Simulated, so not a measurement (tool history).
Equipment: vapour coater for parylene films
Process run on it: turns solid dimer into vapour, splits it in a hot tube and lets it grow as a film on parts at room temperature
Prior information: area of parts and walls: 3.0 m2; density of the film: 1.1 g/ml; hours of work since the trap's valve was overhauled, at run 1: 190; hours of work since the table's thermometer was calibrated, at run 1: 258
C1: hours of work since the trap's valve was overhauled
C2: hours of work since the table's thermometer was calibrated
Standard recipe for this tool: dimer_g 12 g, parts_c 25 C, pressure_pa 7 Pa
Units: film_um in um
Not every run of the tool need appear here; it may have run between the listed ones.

Run 1, hour 0: usual settings; C1 190; C2 258. Result: film_um 2.132 um.
Run 2, hour 26.9: usual settings; C1 203; C2 272. Result: film_um 2.121 um.
Run 3, hour 53.5: usual settings; C1 217; C2 285. Result: film_um 2.13 um.
Run 4, hour 81.3: usual settings but pressure_pa 3.5 Pa; C1 231; C2 299. Result: film_um 2.428 um.
Run 5, hour 96: usual settings but parts_c 27 C, pressure_pa 3.5 Pa; C1 238; C2 307. Result: film_um 2.279 um.
Run 6, hour 115.7: usual settings but parts_c 27 C, pressure_pa 3.5 Pa; C1 248; C2 317. Result: film_um 2.28 um.
Run 7, hour 135: usual settings but parts_c 21 C; C1 258; C2 326. Result: film_um 2.43 um.
Run 8, hour 154.5: usual settings but parts_c 21 C; C1 268; C2 336. Result: film_um 2.428 um.
Run 9, hour 182.6: usual settings but dimer_g 13 g, parts_c 33 C, pressure_pa 2.38 Pa; C1 282; C2 350. Result: film_um 2.173 um.
Run 10, hour 200.7: usual settings but dimer_g 5 g, parts_c 23 C, pressure_pa 7.18 Pa; C1 291; C2 359. Result: film_um 0.953 um.
Run 11, hour 224.5: usual settings but dimer_g 10 g, parts_c 23 C, pressure_pa 4.32 Pa; C1 303; C2 371. Result: film_um 2.082 um.
Run 12, hour 240: usual settings but dimer_g 6 g, parts_c 26 C, pressure_pa 6.17 Pa; C1 311; C2 379. Result: film_um 1.054 um.
Run 13, hour 260.6: usual settings but dimer_g 6 g, parts_c 26 C, pressure_pa 6.17 Pa; C1 321; C2 389. Result: film_um 1.067 um.
At hour 272.2: trap's valve overhauled.
Run 14, hour 292.8: usual settings but parts_c 33 C; C1 10; C2 404. Result: film_um 1.655 um.
Run 15, hour 313.4: usual settings but parts_c 26 C; C1 21; C2 414. Result: film_um 2.081 um.

Results for each run, recomputed without the tool's hidden state and with each run's random variation untouched:
Hidden state present: vapour lost through the trap's worn valve, %; true temperature of the parts over the reading, C; drift of the gauge itself on film_um, %.
run  film_um
  1    2.133
  2     2.12
  3    2.128
  4    2.423
  5    2.274
  6    2.274
  7    2.423
  8    2.419
  9    2.163
 10    0.948
 11     2.07
 12    1.047
 13     1.06
 14    1.642
 15    2.064
